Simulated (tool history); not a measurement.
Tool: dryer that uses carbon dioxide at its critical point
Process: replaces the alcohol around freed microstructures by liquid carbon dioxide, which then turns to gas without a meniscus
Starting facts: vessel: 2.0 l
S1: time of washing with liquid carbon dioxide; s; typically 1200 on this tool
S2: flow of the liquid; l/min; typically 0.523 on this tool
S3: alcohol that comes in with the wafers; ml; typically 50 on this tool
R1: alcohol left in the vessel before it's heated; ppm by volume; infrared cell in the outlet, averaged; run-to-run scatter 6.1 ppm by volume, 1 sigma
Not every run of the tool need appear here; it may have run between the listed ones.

run,hour,S1,S2,S3,R1
1,0.0,1200,0.523,50,247
2,15.1,1380,0.523,50,119
3,22.9,1380,0.523,50,128
4,30.9,1200,0.523,86,409
5,40.3,1200,0.523,86,417
6,56.4,1200,0.523,86,423
7,73.3,1200,0.523,86,429
8,83.6,1200,0.523,44,219
9,97.1,1200,0.523,44,227
10,109.4,1200,0.523,37,187
11,118.2,1200,0.523,37,181
12,128.4,1200,0.523,58,301
13,139.1,1200,0.523,58,291
14,155.6,1200,0.877,50,21
15,165.1,1200,0.877,50,10
16,179.8,960,0.877,50,53
17,189.9,1200,0.523,25,134
18,198.7,1020,0.523,25,259
19,211.7,1020,0.523,25,269
20,225.0,1200,0.405,50,773
21,240.6,1200,0.523,35,188
22,253.1,1200,0.523,35,188
23,266.9,1200,0.523,35,186
24,281.4,1200,0.843,20,22
25,291.2,1200,0.555,20,83
26,306.5,1020,0.697,50,148
27,319.3,1020,0.400,50,1363
28,331.0,1860,0.656,50,13
29,344.5,1860,0.656,50,6
30,356.7,840,0.354,76,4654
31,370.0,1860,0.649,50,13
32,382.3,1860,0.649,50,17
33,395.9,960,0.523,50,683
34,412.2,960,0.523,50,683
35,424.9,780,0.615,41,653
36,441.5,780,0.615,41,638
37,450.3,1200,0.383,50,987
38,464.5,1260,0.388,30,487
39,472.6,1020,0.660,30,121
40,487.2,1140,0.436,44,641
41,496.7,1260,0.509,50,273
42,513.1,1200,0.523,26,158
43,522.9,1200,0.523,26,163
44,530.2,1020,0.601,29,185
45,544.5,1320,0.700,50,45
46,558.7,1140,0.803,46,46

Alternative continuations, all from the tool just after run 46; predict every row:
A,569.4,1620,0.803,21,?
B,569.4,1860,0.841,104,?
C,569.4,1140,0.803,52,?
D,569.4,1260,0.713,87,?
E,569.4,1320,0.333,50,?

run,R1
A,27
B,17
C,57
D,82
E,1156
With the hidden condition removed and each run's random variation left untouched, the same runs would have given:
run,R1
A,14
B,4
C,36
D,54
E,1008
